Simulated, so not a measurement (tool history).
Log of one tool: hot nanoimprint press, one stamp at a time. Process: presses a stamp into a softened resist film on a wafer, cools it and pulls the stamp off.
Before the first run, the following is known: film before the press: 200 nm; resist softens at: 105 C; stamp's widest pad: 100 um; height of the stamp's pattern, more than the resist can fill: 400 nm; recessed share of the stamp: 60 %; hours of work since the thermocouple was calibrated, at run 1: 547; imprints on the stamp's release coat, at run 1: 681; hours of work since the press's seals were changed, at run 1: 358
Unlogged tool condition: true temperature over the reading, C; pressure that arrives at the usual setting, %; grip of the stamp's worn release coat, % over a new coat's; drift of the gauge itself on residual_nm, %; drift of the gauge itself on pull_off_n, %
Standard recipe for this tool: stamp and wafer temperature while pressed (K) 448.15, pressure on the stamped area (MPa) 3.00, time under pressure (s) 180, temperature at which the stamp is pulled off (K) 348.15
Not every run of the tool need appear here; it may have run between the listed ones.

run   hour  stamp and wafer temperature while pressed (K)  pressure on the stamped area (MPa)  time under pressure (s)  temperature at which the stamp is pulled off (K)  hours of work since the thermocouple was calibrated  imprints on the stamp's release coat  hours of work since the press's seals were changed  resist left under the stamp's widest pad (Å)  greatest force while the stamp is pulled off (N)
  1    0.0                                         448.15                                3.00                      180                                            348.15                                                  547                                   681                                                 358                                          1088                                               131
  2   23.9                                         448.15                                3.00                      180                                            348.15                                                  560                                   774                                                 371                                          1090                                               130
  3   36.6                                         448.15                                3.00                      180                                            348.15                                                  567                                   823                                                 379                                          1087                                               134
      42.8  -- plate thermocouple calibrated
  4   50.8                                         448.15                                3.21                      180                                            348.15                                                    4                                   867                                                 385                                           995                                               127
  5   64.5                                         448.15                                3.21                      180                                            348.15                                                   12                                   920                                                 393                                           992                                               128
  6   83.5                                         448.15                                3.00                      180                                            348.15                                                   23                                   993                                                 403                                          1028                                               132
     105.0  -- stamp cleaned and given a new release coat
  7  112.5                                         448.15                                3.00                      180                                            348.15                                                   36                                    29                                                 416                                          1035                                               118
  8  131.9                                         448.15                                3.00                      180                                            348.15                                                   47                                   104                                                 427                                          1028                                               118
  9  142.7                                         448.15                                3.00                      180                                            342.15                                                   53                                   146                                                 433                                          1032                                               138
 10  155.6                                         448.15                                3.00                      180                                            342.15                                                   60                                   196                                                 441                                          1036                                               140
 11  167.6                                         448.15                                3.00                      180                                            342.15                                                   67                                   243                                                 447                                          1026                                               139
 12  187.9                                         455.15                                3.00                      180                                            348.15                                                   78                                   321                                                 459                                           815                                               121
 13  199.5                                         455.15                                3.00                      180                                            348.15                                                   85                                   366                                                 465                                           816                                               122
 14  214.7                                         455.15                                1.81                      180                                            348.15                                                   94                                   425                                                 474                                          1054                                               125
 15  235.8                                         459.15                                3.00                      180                                            348.15                                                  105                                   507                                                 486                                           715                                               124
 16  253.6                                         450.15                                4.38                      201                                            334.15                                                  116                                   576                                                 496                                           768                                               170
 17  275.5                                         448.15                                3.00                      108                                            348.15                                                  128                                   661                                                 508                                          1220                                               129
 18  290.8                                         448.15                                3.00                       93                                            348.15                                                  137                                   721                                                 517                                          1268                                               127
 19  303.2                                         448.15                                3.00                       93                                            348.15                                                  144                                   769                                                 524                                          1275                                               128
 20  322.3                                         448.15                                3.00                      180                                            350.15                                                  154                                   843                                                 535                                          1044                                               123
 21  346.1                                         448.15                                3.00                      180                                            350.15                                                  168                                   935                                                 548                                          1050                                               125
 22  367.4                                         444.15                                3.00                      137                                            348.15                                                  180                                  1018                                                 560                                          1295                                               133
     383.2  -- stamp cleaned and given a new release coat
 23  384.3                                         448.15                                3.00                      279                                            340.15                                                  186                                     4                                                 566                                           912                                               143
 24  409.3                                         448.15                                3.00                      279                                            340.15                                                  200                                   101                                                 580                                           907                                               145
 25  425.8                                         438.15                                3.00                      142                                            340.15                                                  209                                   165                                                 590                                          1513                                               149
 26  438.9                                         455.15                                2.49                      193                                            342.15                                                  217                                   216                                                 597                                           899                                               142
 27  451.1                                         448.15                                2.44                      180                                            354.15                                                  224                                   263                                                 604                                          1157                                               103
 28  475.4                                         448.15                                1.93                      151                                            354.15                                                  237                                   357                                                 618                                          1348                                               105
 29  498.6                                         448.15                                3.08                      180                                            349.15                                                  250                                   447                                                 631                                          1048                                               122
 30  520.4                                         437.15                                4.39                      152                                            346.15                                                  263                                   532                                                 643                                          1375                                               133

Consider 3 possible next runs. They are alternatives, not a sequence: every one starts from the tool as it was left by run 30. What does each give?
  A  540.5                                         458.15                                3.00                      156                                            334.15                                                  274                                   610                                                 654                                             ?                                                 ?
  B  540.5                                         448.15                                2.50                      113                                            348.15                                                  274                                   610                                                 654                                             ?                                                 ?
  C  540.5                                         437.15                                4.39                      193                                            346.15                                                  274                                   610                                                 654                                             ?                                                 ?

run  resist left under the stamp's widest pad (Å)  greatest force while the stamp is pulled off (N)
  A                                           789                                               175
  B                                          1311                                               126
  C                                          1295                                               133
The same runs, with their run-to-run variation unchanged, on a tool lacking any hidden condition would have given:
run  resist left under the stamp's widest pad (Å)  greatest force while the stamp is pulled off (N)
  A                                           750                                               161
  B                                          1261                                               115
  C                                          1229                                               121

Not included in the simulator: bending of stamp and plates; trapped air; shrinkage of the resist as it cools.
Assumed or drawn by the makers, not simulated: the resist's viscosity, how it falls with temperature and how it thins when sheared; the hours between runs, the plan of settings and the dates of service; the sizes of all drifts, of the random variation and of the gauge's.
